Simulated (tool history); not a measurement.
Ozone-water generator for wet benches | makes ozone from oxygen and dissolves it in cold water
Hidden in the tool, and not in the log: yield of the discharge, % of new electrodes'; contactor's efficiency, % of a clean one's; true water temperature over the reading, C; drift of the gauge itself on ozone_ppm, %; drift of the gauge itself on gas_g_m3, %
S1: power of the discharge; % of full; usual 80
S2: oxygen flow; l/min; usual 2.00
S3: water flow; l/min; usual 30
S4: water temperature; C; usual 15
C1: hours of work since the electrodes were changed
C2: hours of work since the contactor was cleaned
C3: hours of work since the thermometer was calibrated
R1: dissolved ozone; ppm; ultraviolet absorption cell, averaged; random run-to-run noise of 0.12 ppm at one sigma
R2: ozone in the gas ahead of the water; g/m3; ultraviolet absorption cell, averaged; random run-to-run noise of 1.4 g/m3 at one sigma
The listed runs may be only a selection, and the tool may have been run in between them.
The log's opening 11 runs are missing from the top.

run	hour	S1	S2	S3	S4	C1	C2	C3	R1	R2
# hour 462.2: contactor cleaned
12	519.4	80	1.54	30	15	752	40	1329	8.8	303.4
13	552.9	80	2.00	34	15	775	63	1352	8.4	259.8
14	593.1	68	2.00	30	15	803	91	1380	8.7	239.7
15	645.2	80	1.33	30	15	839	128	1416	8.5	333.6
16	701.3	80	1.33	30	15	878	167	1455	8.4	335.7
17	730.2	46	2.00	30	15	899	187	1476	7.2	195.4
# hour 754.8: contactor cleaned, once more
18	789.7	73	1.07	22	15	937	24	1514	11.6	357.5
19	841.6	73	1.07	22	15	974	61	1551	11.3	358.3
20	902.6	73	1.07	22	15	1016	103	1593	11.4	356.5
21	953.8	72	1.07	22	16	1052	139	1629	11.4	355.1
22	1002.1	72	1.13	19	16	1086	173	1663	13.3	340.2
23	1047.1	66	2.00	30	7	1117	204	1694	9.4	235.4
24	1101.7	84	3.41	27	13	1155	242	1732	12.9	192.7
25	1148.0	84	3.41	27	13	1188	274	1765	12.9	192.8
26	1198.7	84	3.41	27	13	1223	310	1800	13.0	189.4
27	1257.6	68	1.06	30	23	1264	351	1841	7.6	344.7
28	1297.9	67	1.06	30	17	1292	379	1869	7.4	342.0
29	1344.6	67	1.06	30	17	1325	412	1902	7.6	345.6
30	1394.2	82	2.53	39	22	1359	446	1936	7.7	225.8
31	1426.7	80	1.00	31	8	1382	469	1959	7.9	388.5
32	1484.1	86	1.12	30	15	1422	509	1999	8.7	372.5

Predict the results of run 33:
33	1523.1	80	3.46	25	15	1449	536	2026	?	?

R1: 13.0 ppm
R2: 185.8 g/m3
If the tool had no hidden condition, the same run with the same run-to-run variation would have returned R1 13.6 ppm, R2 192.9 g/m3.
